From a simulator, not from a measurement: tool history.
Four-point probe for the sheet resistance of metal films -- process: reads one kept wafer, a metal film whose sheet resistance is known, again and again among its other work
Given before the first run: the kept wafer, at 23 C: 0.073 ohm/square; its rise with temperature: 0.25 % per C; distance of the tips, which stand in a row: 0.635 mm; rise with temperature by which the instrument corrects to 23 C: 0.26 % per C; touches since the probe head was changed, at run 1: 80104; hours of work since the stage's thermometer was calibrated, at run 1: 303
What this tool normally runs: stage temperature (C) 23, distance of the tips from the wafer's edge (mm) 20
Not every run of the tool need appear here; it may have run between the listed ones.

run	hour	stage temperature (C)	distance of the tips from the wafer's edge (mm)	touches since the probe head was changed	hours of work since the stage's thermometer was calibrated	sheet resistance as the instrument gives it (ohm/square)
1	0	23	20	80104	303	0.072206
2	30.4	29	20	81645	324	0.072174
3	68	29	20	83547	349	0.072158
4	92.8	29	20	84802	365	0.072132
5	126.1	29	20	86488	388	0.072162
6	157.6	29	20	88081	409	0.072118
7	191.5	29	20	89795	432	0.072129
8	225.2	29	20	91500	454	0.072108
9	251.5	23	20	92834	472	0.07213
10	284.6	23	20	94507	494	0.0721
11	320.4	23	9	96322	518	0.072243
12	343	23	74	97465	533	0.072077
13	385.7	23	20	99625	561	0.07208
14	425.2	30	60	101627	588	0.07199
15	453.9	23	7	103078	607	0.072311
# hour 464: new probe head fitted
16	510.7	23	7	2363	644	0.073434
17	537.1	26	5	3697	662	0.073735
18	562.3	30	18	4975	679	0.073116
19	589.5	22	23	6351	697	0.073119
20	621.6	28	15	7974	719	0.073135
21	670.2	28	15	10435	751	0.073149
22	710.7	28	15	12488	778	0.073113
23	737.2	28	15	13828	796	0.073098
24	771.7	20	34	15574	819	0.073065
25	816.9	29	34	17861	849	0.073039
26	843.4	26	6	19204	867	0.073444

Consider 3 possible next runs. They are alternatives, not a sequence: every one starts from the tool as it was left by run 26. What does each give?
A	874	26	58	20749	888	?
B	874	22	6	20749	888	?
C	874	25	8	20749	888	?

run	sheet resistance as the instrument gives it (ohm/square)
A	0.07303
B	0.073416
C	0.073231
The same runs, with their run-to-run variation unchanged, on a tool lacking any hidden condition would have given:
run	sheet resistance as the instrument gives it (ohm/square)
A	0.073021
B	0.073408
C	0.073223
